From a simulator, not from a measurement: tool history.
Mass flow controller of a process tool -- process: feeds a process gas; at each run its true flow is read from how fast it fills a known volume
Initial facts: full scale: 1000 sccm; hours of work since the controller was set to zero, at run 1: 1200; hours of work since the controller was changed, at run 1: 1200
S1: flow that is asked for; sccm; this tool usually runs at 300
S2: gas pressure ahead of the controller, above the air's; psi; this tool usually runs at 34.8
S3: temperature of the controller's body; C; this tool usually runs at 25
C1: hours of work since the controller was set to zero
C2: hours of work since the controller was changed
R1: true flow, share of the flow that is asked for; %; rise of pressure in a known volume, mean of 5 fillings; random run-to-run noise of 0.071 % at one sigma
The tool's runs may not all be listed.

run	day	S1	S2	S3	C1	C2	R1
1	0	300	34.8	25	1200	1200	99.84
2	4.504	300	34.8	25	1276	1276	100
3	7.775	300	34.8	22	1332	1332	99.86
4	13.188	300	34.8	25	1424	1424	99.86
5	16.8	300	34.8	25	1485	1485	99.97
6	21.408	300	34.8	25	1564	1564	100.08
7	27.004	300	36.4	25	1659	1659	100.16
8	33.296	300	36.4	25	1766	1766	100.25
9	36.821	300	36.4	25	1826	1826	100.32
10	42.942	732	36.4	25	1930	1930	100.61
11	48.342	732	36.4	25	2022	2022	100.66
12	53.979	732	36.4	25	2117	2117	100.64
13	58.279	968	26.5	30	2191	2191	100.83
14	62.842	968	26.5	30	2268	2268	101.05
15	67.654	471	34.8	26	2350	2350	100.85
16	73.042	471	24.9	27	2441	2441	100.87
17	75.717	164	37	29	2487	2487	100.88
18	81.962	215	29.4	29	2593	2593	100.94
19	87.479	300	34.8	22	2687	2687	101.01
20	92.458	300	34.8	22	2771	2771	101.02

Below are 4 alternative next runs, each starting from the tool's condition after run 20. Predict each:
A	95.188	300	34.8	21	2818	2818	?
B	95.188	300	34.8	34	2818	2818	?
C	95.188	563	23.4	22	2818	2818	?
D	95.188	300	36.1	31	2818	2818	?

run	R1
A	100.92
B	101.36
C	100.95
D	101.3
What these runs would have given with no unlogged condition in the tool:
run	R1
A	99.61
B	100.04
C	99.64
D	99.98

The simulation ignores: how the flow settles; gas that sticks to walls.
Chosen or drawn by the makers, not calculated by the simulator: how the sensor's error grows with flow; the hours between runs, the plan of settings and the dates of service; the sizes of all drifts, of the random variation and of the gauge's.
